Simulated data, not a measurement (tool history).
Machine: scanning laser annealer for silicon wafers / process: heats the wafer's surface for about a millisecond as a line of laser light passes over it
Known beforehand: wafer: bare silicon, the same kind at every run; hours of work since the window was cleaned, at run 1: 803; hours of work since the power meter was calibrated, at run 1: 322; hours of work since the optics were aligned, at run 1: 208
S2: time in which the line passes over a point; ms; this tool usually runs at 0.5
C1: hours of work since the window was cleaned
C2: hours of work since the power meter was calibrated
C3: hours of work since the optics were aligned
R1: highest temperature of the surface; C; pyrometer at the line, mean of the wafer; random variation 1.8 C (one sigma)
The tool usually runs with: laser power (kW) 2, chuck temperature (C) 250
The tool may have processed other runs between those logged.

{"run": 1, "day": 0.0, "laser power (kW)": 2, "S2": 0.5, "chuck temperature (C)": 250, "C1": 803, "C2": 322, "C3": 208, "R1": 988}
{"run": 2, "day": 0.262, "laser power (kW)": 2, "S2": 0.424, "chuck temperature (C)": 250, "C1": 807, "C2": 326, "C3": 212, "R1": 932}
{"run": 3, "day": 0.775, "laser power (kW)": 2, "S2": 0.424, "chuck temperature (C)": 250, "C1": 815, "C2": 333, "C3": 219, "R1": 932}
{"run": 4, "day": 1.192, "laser power (kW)": 2, "S2": 0.5, "chuck temperature (C)": 250, "C1": 821, "C2": 340, "C3": 226, "R1": 989}
{"run": 5, "day": 1.771, "laser power (kW)": 2, "S2": 0.5, "chuck temperature (C)": 250, "C1": 830, "C2": 348, "C3": 234, "R1": 990}
{"run": 6, "day": 2.204, "laser power (kW)": 2, "S2": 0.5, "chuck temperature (C)": 250, "C1": 836, "C2": 355, "C3": 241, "R1": 989}
{"run": 7, "day": 2.642, "laser power (kW)": 2, "S2": 0.5, "chuck temperature (C)": 250, "C1": 843, "C2": 361, "C3": 248, "R1": 988}
{"run": 8, "day": 2.933, "laser power (kW)": 2, "S2": 0.5, "chuck temperature (C)": 250, "C1": 847, "C2": 366, "C3": 252, "R1": 988}
{"run": 9, "day": 3.238, "laser power (kW)": 2, "S2": 0.5, "chuck temperature (C)": 250, "C1": 852, "C2": 370, "C3": 257, "R1": 989}
{"run": 10, "day": 3.638, "laser power (kW)": 2, "S2": 0.5, "chuck temperature (C)": 250, "C1": 858, "C2": 376, "C3": 263, "R1": 989}
{"run": 11, "day": 4.017, "laser power (kW)": 2, "S2": 0.5, "chuck temperature (C)": 250, "C1": 864, "C2": 382, "C3": 268, "R1": 993}
{"run": 12, "day": 4.558, "laser power (kW)": 2, "S2": 0.5, "chuck temperature (C)": 250, "C1": 872, "C2": 390, "C3": 276, "R1": 991}
{"run": 13, "day": 4.971, "laser power (kW)": 1.958, "S2": 0.546, "chuck temperature (C)": 239, "C1": 878, "C2": 397, "C3": 283, "R1": 995}
{"run": 14, "day": 5.429, "laser power (kW)": 2.142, "S2": 0.376, "chuck temperature (C)": 254, "C1": 885, "C2": 403, "C3": 290, "R1": 948}
{"run": 15, "day": 5.833, "laser power (kW)": 2.142, "S2": 0.376, "chuck temperature (C)": 254, "C1": 891, "C2": 410, "C3": 296, "R1": 951}
{"run": 16, "day": 6.446, "laser power (kW)": 2.121, "S2": 0.43, "chuck temperature (C)": 266, "C1": 900, "C2": 419, "C3": 305, "R1": 1002}
{"run": 17, "day": 6.95, "laser power (kW)": 2, "S2": 0.527, "chuck temperature (C)": 241, "C1": 908, "C2": 426, "C3": 312, "R1": 1001}
{"run": 18, "day": 7.367, "laser power (kW)": 1.741, "S2": 0.527, "chuck temperature (C)": 288, "C1": 914, "C2": 433, "C3": 319, "R1": 927}
{"day": 7.654, "done": "window over the wafer cleaned"}
{"run": 19, "day": 7.858, "laser power (kW)": 1.741, "S2": 0.527, "chuck temperature (C)": 288, "C1": 3, "C2": 439, "C3": 325, "R1": 934}
{"run": 20, "day": 8.138, "laser power (kW)": 1.741, "S2": 0.4, "chuck temperature (C)": 258, "C1": 7, "C2": 443, "C3": 329, "R1": 818}
{"run": 21, "day": 8.579, "laser power (kW)": 1.741, "S2": 0.4, "chuck temperature (C)": 258, "C1": 14, "C2": 450, "C3": 336, "R1": 819}

Forecast each of these 3 alternatives for the next run:
{"run": "A", "day": 8.862, "laser power (kW)": 1.741, "S2": 0.403, "chuck temperature (C)": 269, "C1": 18, "C2": 454, "C3": 340, "R1": "?"}
{"run": "B", "day": 8.862, "laser power (kW)": 1.898, "S2": 0.532, "chuck temperature (C)": 282, "C1": 18, "C2": 454, "C3": 340, "R1": "?"}
{"run": "C", "day": 8.862, "laser power (kW)": 2.1, "S2": 0.593, "chuck temperature (C)": 266, "C1": 18, "C2": 454, "C3": 340, "R1": "?"}

run=A R1=832
run=B R1=1000
run=C R1=1122
The same runs, with their run-to-run variation unchanged, on a tool lacking any hidden condition would have given:
run=A R1=833
run=B R1=1000
run=C R1=1123
